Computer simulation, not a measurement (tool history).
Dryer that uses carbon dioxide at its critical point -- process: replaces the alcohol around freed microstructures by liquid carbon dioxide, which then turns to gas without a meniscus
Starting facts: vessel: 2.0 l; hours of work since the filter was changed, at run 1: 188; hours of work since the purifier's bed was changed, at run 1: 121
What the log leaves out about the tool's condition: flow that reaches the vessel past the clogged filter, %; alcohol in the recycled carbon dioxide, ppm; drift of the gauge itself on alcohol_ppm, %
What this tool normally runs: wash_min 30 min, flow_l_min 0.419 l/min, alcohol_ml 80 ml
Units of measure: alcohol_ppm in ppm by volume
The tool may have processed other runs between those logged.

run	hour	wash_min	flow_l_min	alcohol_ml	hours of work since the filter was changed	hours of work since the purifier's bed was changed	alcohol_ppm
1	0.0	30	0.419	80	188	121	733
2	8.2	30	0.419	80	191	124	742
3	14.3	30	0.419	80	194	126	718
4	23.8	18	0.419	80	197	130	3638
5	34.1	18	0.419	80	201	133	3637
6	41.1	30	0.419	80	204	136	734
7	51.6	30	0.419	80	208	140	759
8	59.6	30	0.419	80	210	143	754
9	70.6	30	0.419	60	215	147	603
10	79.3	30	0.419	60	218	150	608
11	87.6	30	0.540	80	221	153	253
12	98.9	24	0.419	80	225	157	1713
13	107.8	28	0.419	80	228	161	1029
14	114.3	34	0.419	80	231	163	482
15	123.6	34	0.419	80	234	166	474
16	130.8	30	0.419	80	237	169	830
17	139.8	30	0.419	80	240	172	817
18	145.7	30	0.513	80	242	175	332
19	156.5	30	0.513	80	246	179	329
20	167.1	30	0.513	80	250	182	343
21	174.4	30	0.419	63	253	185	675
22	179.1	30	0.419	40	255	187	439
23	186.5	30	0.351	80	257	190	1695
24	195.8	30	0.351	80	261	193	1669
25	206.8	30	0.351	80	265	197	1652
26	216.0	39	0.505	40	268	200	74
27	223.6	18	0.396	68	271	203	3979
28	230.0	30	0.261	21	273	206	1092
29	237.1	28	0.682	47	276	208	88
# hour 242.6: inlet filter changed
30	248.0	31	0.505	94	2	212	185
31	254.4	31	0.505	94	4	214	185
32	260.2	30	0.419	50	6	216	294
33	265.6	29	0.419	120	8	218	790
34	272.0	29	0.419	120	11	221	809
35	278.1	32	0.419	80	13	223	351
36	284.2	28	0.430	21	15	225	173
37	290.2	28	0.430	21	18	228	176
38	298.8	29	0.298	30	21	231	800
39	306.0	25	0.285	97	23	233	4314

Forecast each of these 4 alternatives for the next run:
A	311.4	30	0.419	21	25	235	?
B	311.4	25	0.358	32	25	235	?
C	311.4	20	0.651	21	25	235	?
D	311.4	20	0.262	88	25	235	?

run	alcohol_ppm
A	161
B	751
C	116
D	7572
Stripped of hidden state, with their random variation kept, the same runs would have yielded:
run	alcohol_ppm
A	122
B	686
C	79
D	7331
